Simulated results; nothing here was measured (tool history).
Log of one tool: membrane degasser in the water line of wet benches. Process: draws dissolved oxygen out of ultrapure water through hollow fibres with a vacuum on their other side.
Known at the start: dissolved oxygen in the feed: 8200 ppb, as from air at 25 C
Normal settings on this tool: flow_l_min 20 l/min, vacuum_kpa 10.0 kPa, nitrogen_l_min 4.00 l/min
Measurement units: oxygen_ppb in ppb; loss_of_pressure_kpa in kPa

{"run": 1, "hour": 0.0, "flow_l_min": 20, "vacuum_kpa": 10.0, "nitrogen_l_min": 4.0, "oxygen_ppb": 124.0, "loss_of_pressure_kpa": 28.86}
{"run": 2, "hour": 35.3, "flow_l_min": 20, "vacuum_kpa": 11.4, "nitrogen_l_min": 4.0, "oxygen_ppb": 140.1, "loss_of_pressure_kpa": 28.96}
{"run": 3, "hour": 93.0, "flow_l_min": 20, "vacuum_kpa": 11.4, "nitrogen_l_min": 4.0, "oxygen_ppb": 138.7, "loss_of_pressure_kpa": 29.24}
{"run": 4, "hour": 152.8, "flow_l_min": 20, "vacuum_kpa": 11.4, "nitrogen_l_min": 4.0, "oxygen_ppb": 137.4, "loss_of_pressure_kpa": 29.24}
{"run": 5, "hour": 192.0, "flow_l_min": 20, "vacuum_kpa": 10.0, "nitrogen_l_min": 4.0, "oxygen_ppb": 122.6, "loss_of_pressure_kpa": 28.84}
{"run": 6, "hour": 222.9, "flow_l_min": 20, "vacuum_kpa": 10.0, "nitrogen_l_min": 4.0, "oxygen_ppb": 123.2, "loss_of_pressure_kpa": 29.02}
{"run": 7, "hour": 265.1, "flow_l_min": 20, "vacuum_kpa": 10.0, "nitrogen_l_min": 4.0, "oxygen_ppb": 123.5, "loss_of_pressure_kpa": 29.12}
{"run": 8, "hour": 322.8, "flow_l_min": 20, "vacuum_kpa": 10.0, "nitrogen_l_min": 4.0, "oxygen_ppb": 123.3, "loss_of_pressure_kpa": 28.74}
{"run": 9, "hour": 367.9, "flow_l_min": 20, "vacuum_kpa": 11.0, "nitrogen_l_min": 4.0, "oxygen_ppb": 133.7, "loss_of_pressure_kpa": 28.97}
{"run": 10, "hour": 413.8, "flow_l_min": 20, "vacuum_kpa": 11.0, "nitrogen_l_min": 4.0, "oxygen_ppb": 134.9, "loss_of_pressure_kpa": 28.74}
{"run": 11, "hour": 474.3, "flow_l_min": 20, "vacuum_kpa": 15.7, "nitrogen_l_min": 4.0, "oxygen_ppb": 188.6, "loss_of_pressure_kpa": 29.22}
{"run": 12, "hour": 510.4, "flow_l_min": 20, "vacuum_kpa": 15.7, "nitrogen_l_min": 4.0, "oxygen_ppb": 190.8, "loss_of_pressure_kpa": 29.12}
{"run": 13, "hour": 542.6, "flow_l_min": 20, "vacuum_kpa": 15.7, "nitrogen_l_min": 4.0, "oxygen_ppb": 189.8, "loss_of_pressure_kpa": 28.9}
{"run": 14, "hour": 581.5, "flow_l_min": 20, "vacuum_kpa": 8.1, "nitrogen_l_min": 9.05, "oxygen_ppb": 68.6, "loss_of_pressure_kpa": 29.02}
{"run": 15, "hour": 637.4, "flow_l_min": 20, "vacuum_kpa": 8.1, "nitrogen_l_min": 9.05, "oxygen_ppb": 67.5, "loss_of_pressure_kpa": 29.25}
{"run": 16, "hour": 669.5, "flow_l_min": 19, "vacuum_kpa": 12.4, "nitrogen_l_min": 2.32, "oxygen_ppb": 214.3, "loss_of_pressure_kpa": 27.97}
{"hour": 675.3, "done": "vacuum gauge calibrated"}
{"run": 17, "hour": 696.0, "flow_l_min": 13, "vacuum_kpa": 10.0, "nitrogen_l_min": 6.94, "oxygen_ppb": 47.9, "loss_of_pressure_kpa": 19.0}
{"run": 18, "hour": 738.9, "flow_l_min": 13, "vacuum_kpa": 10.0, "nitrogen_l_min": 2.96, "oxygen_ppb": 88.1, "loss_of_pressure_kpa": 18.87}
{"run": 19, "hour": 800.0, "flow_l_min": 30, "vacuum_kpa": 10.0, "nitrogen_l_min": 5.56, "oxygen_ppb": 182.3, "loss_of_pressure_kpa": 43.81}
{"run": 20, "hour": 855.0, "flow_l_min": 30, "vacuum_kpa": 10.0, "nitrogen_l_min": 5.56, "oxygen_ppb": 178.8, "loss_of_pressure_kpa": 44.21}
{"run": 21, "hour": 883.2, "flow_l_min": 14, "vacuum_kpa": 10.0, "nitrogen_l_min": 4.0, "oxygen_ppb": 78.5, "loss_of_pressure_kpa": 20.45}
{"run": 22, "hour": 921.7, "flow_l_min": 14, "vacuum_kpa": 10.0, "nitrogen_l_min": 4.0, "oxygen_ppb": 78.6, "loss_of_pressure_kpa": 20.62}
{"hour": 933.9, "done": "vacuum gauge calibrated, once more"}
{"run": 23, "hour": 958.5, "flow_l_min": 20, "vacuum_kpa": 10.0, "nitrogen_l_min": 1.95, "oxygen_ppb": 206.1, "loss_of_pressure_kpa": 29.33}
{"run": 24, "hour": 998.1, "flow_l_min": 20, "vacuum_kpa": 10.0, "nitrogen_l_min": 1.95, "oxygen_ppb": 205.5, "loss_of_pressure_kpa": 29.33}
{"run": 25, "hour": 1040.6, "flow_l_min": 27, "vacuum_kpa": 6.6, "nitrogen_l_min": 3.99, "oxygen_ppb": 130.8, "loss_of_pressure_kpa": 39.35}

What if the next run were any one of these 5? Each begins from the tool's condition after run 25:
{"run": "A", "hour": 1096.7, "flow_l_min": 17, "vacuum_kpa": 14.6, "nitrogen_l_min": 3.61, "oxygen_ppb": "?", "loss_of_pressure_kpa": "?"}
{"run": "B", "hour": 1096.7, "flow_l_min": 13, "vacuum_kpa": 10.7, "nitrogen_l_min": 4.0, "oxygen_ppb": "?", "loss_of_pressure_kpa": "?"}
{"run": "C", "hour": 1096.7, "flow_l_min": 20, "vacuum_kpa": 19.7, "nitrogen_l_min": 4.0, "oxygen_ppb": "?", "loss_of_pressure_kpa": "?"}
{"run": "D", "hour": 1096.7, "flow_l_min": 20, "vacuum_kpa": 13.3, "nitrogen_l_min": 4.0, "oxygen_ppb": "?", "loss_of_pressure_kpa": "?"}
{"run": "E", "hour": 1096.7, "flow_l_min": 20, "vacuum_kpa": 10.0, "nitrogen_l_min": 2.36, "oxygen_ppb": "?", "loss_of_pressure_kpa": "?"}

run=A oxygen_ppb=164.2 loss_of_pressure_kpa=25.10
run=B oxygen_ppb=77.9 loss_of_pressure_kpa=18.94
run=C oxygen_ppb=243.6 loss_of_pressure_kpa=29.31
run=D oxygen_ppb=165.1 loss_of_pressure_kpa=29.30
run=E oxygen_ppb=176.6 loss_of_pressure_kpa=29.32
What these runs would have given with no unlogged condition in the tool:
run=A oxygen_ppb=159.7 loss_of_pressure_kpa=24.79
run=B oxygen_ppb=75.1 loss_of_pressure_kpa=18.70
run=C oxygen_ppb=237.9 loss_of_pressure_kpa=28.94
run=D oxygen_ppb=160.5 loss_of_pressure_kpa=28.92
run=E oxygen_ppb=172.0 loss_of_pressure_kpa=28.95

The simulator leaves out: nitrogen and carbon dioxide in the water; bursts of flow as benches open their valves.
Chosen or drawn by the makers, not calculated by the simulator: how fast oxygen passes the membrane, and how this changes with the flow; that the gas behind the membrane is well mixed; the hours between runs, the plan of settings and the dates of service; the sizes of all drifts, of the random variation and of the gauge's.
